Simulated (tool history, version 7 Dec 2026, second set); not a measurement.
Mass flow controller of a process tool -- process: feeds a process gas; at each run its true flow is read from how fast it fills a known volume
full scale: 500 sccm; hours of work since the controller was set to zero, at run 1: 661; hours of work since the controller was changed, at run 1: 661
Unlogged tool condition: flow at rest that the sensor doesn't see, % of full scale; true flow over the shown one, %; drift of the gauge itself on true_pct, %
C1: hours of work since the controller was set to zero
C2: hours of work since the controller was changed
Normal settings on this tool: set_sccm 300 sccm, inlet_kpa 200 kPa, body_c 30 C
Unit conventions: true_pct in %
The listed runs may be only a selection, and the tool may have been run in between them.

run 1 hour=0.0 | set_sccm=300 inlet_kpa=200 body_c=30 | C1=661 C2=661 | true_pct=99.72
run 2 hour=44.0 | set_sccm=300 inlet_kpa=200 body_c=30 | C1=678 C2=678 | true_pct=99.71
run 3 hour=131.9 | set_sccm=158 inlet_kpa=200 body_c=30 | C1=710 C2=710 | true_pct=99.64
run 4 hour=196.4 | set_sccm=300 inlet_kpa=200 body_c=22 | C1=734 C2=734 | true_pct=100.02
run 5 hour=281.7 | set_sccm=300 inlet_kpa=200 body_c=22 | C1=765 C2=765 | true_pct=100.19
run 6 hour=368.6 | set_sccm=300 inlet_kpa=200 body_c=22 | C1=797 C2=797 | true_pct=100.06
run 7 hour=449.1 | set_sccm=300 inlet_kpa=200 body_c=22 | C1=826 C2=826 | true_pct=100.11
run 8 hour=500.2 | set_sccm=171 inlet_kpa=194 body_c=22 | C1=845 C2=845 | true_pct=100.02
run 9 hour=579.3 | set_sccm=337 inlet_kpa=266 body_c=30 | C1=874 C2=874 | true_pct=100.16
run 10 hour=652.6 | set_sccm=337 inlet_kpa=266 body_c=30 | C1=901 C2=901 | true_pct=100.03
run 11 hour=715.9 | set_sccm=97 inlet_kpa=183 body_c=22 | C1=924 C2=924 | true_pct=100.11

Forecast each of these 5 alternatives for the next run:
run A hour=758.1 | set_sccm=201 inlet_kpa=225 body_c=39 | C1=940 C2=940 | true_pct=?
run B hour=758.1 | set_sccm=354 inlet_kpa=200 body_c=30 | C1=940 C2=940 | true_pct=?
run C hour=758.1 | set_sccm=97 inlet_kpa=236 body_c=31 | C1=940 C2=940 | true_pct=?
run D hour=758.1 | set_sccm=97 inlet_kpa=183 body_c=35 | C1=940 C2=940 | true_pct=?
run E hour=758.1 | set_sccm=117 inlet_kpa=264 body_c=26 | C1=940 C2=940 | true_pct=?

run=A true_pct=99.29
run=B true_pct=99.72
run=C true_pct=99.90
run=D true_pct=99.42
run=E true_pct=100.14
Without the tool's hidden state the same runs would have given:
run=A true_pct=99.02
run=B true_pct=99.53
run=C true_pct=99.42
run=D true_pct=98.94
run=E true_pct=99.73
